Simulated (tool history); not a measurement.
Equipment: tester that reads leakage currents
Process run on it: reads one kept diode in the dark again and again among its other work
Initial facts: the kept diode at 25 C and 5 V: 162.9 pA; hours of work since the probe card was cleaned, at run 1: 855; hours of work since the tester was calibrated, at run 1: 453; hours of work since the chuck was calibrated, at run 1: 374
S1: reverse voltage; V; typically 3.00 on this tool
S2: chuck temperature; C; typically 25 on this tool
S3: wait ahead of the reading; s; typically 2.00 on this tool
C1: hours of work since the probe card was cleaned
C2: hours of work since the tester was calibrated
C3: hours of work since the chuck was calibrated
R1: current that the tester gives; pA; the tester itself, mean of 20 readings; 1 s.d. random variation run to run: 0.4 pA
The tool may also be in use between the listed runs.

run     day     S1  S2    S3    C1   C2   C3      R1
  1   0.000   3.00  25  2.00   855  453  374  138.42
  2   1.342   3.00  25  2.00   880  478  399  137.69
  3   2.054   6.62  25  2.00   894  492  412  199.74
  4   3.012   6.62  23  2.00   912  510  430  174.32
  5   4.092   3.00  25  2.00   932  530  450  139.16
  6   4.704   3.00  25  2.00   943  541  462  140.29
  7   5.371   3.00  25  2.00   956  554  474  138.91
  8   6.329   3.00  25  2.00   974  572  492  139.95
  9   7.600   3.00  25  2.00   997  595  516  140.20
 10   8.983   3.00  20  2.00  1023  621  542   97.94
 11   9.971   3.00  20  2.00  1042  640  560   98.19
 12  11.179   3.00  20  2.00  1064  662  583   98.27
 13  12.025   3.00  25  2.00  1080  678  599  141.73
 14  12.958   3.00  25  2.00  1098  696  616  142.14
 15  13.621   3.00  31  1.17  1110  708  628  218.53
 16  14.779   2.25  55  2.00  1132  730  650  939.30
 17  15.388  10.00  26  0.62  1143  741  661  271.32
     15.579  -- chuck's temperature calibrated
 18  16.317   6.28  30  2.00  1159  757   14  287.89
 19  17.725   4.99  50  2.00  1185  783   40  982.50
 20  18.638   4.99  50  2.00  1202  800   57  986.01
 21  19.321   1.71  25  0.33  1215  813   70  114.25
 22  20.321   1.71  25  0.33  1234  832   89  114.11
 23  21.492   1.71  25  0.33  1256  854  111  114.76
 24  22.112   3.00  49  2.00  1267  865  122  744.43
     22.450  -- chuck's temperature calibrated, once more
 25  23.633   3.00  49  2.00  1294  892   22  698.05
 26  24.375   3.00  49  2.00  1308  906   36  696.54
 27  25.079   3.00  49  2.00  1321  919   49  696.44
 28  25.933   3.00  53  2.00  1337  935   65  900.16

Predict each of these 4 candidate next runs independently; none follows another, all start after run 28:
  A  27.025  7.21  33  2.00  1358  956  86   ?
  B  27.025  3.00  53  0.90  1358  956  86   ?
  C  27.025  6.08  32  2.00  1358  956  86   ?
  D  27.025  6.76  26  8.73  1358  956  86   ?

run      R1
  A  359.05
  B  898.39
  C  308.59
  D  213.69
With no hidden state in the tool, these same runs would have given:
run      R1
  A  343.75
  B  888.35
  C  295.69
  D  200.00

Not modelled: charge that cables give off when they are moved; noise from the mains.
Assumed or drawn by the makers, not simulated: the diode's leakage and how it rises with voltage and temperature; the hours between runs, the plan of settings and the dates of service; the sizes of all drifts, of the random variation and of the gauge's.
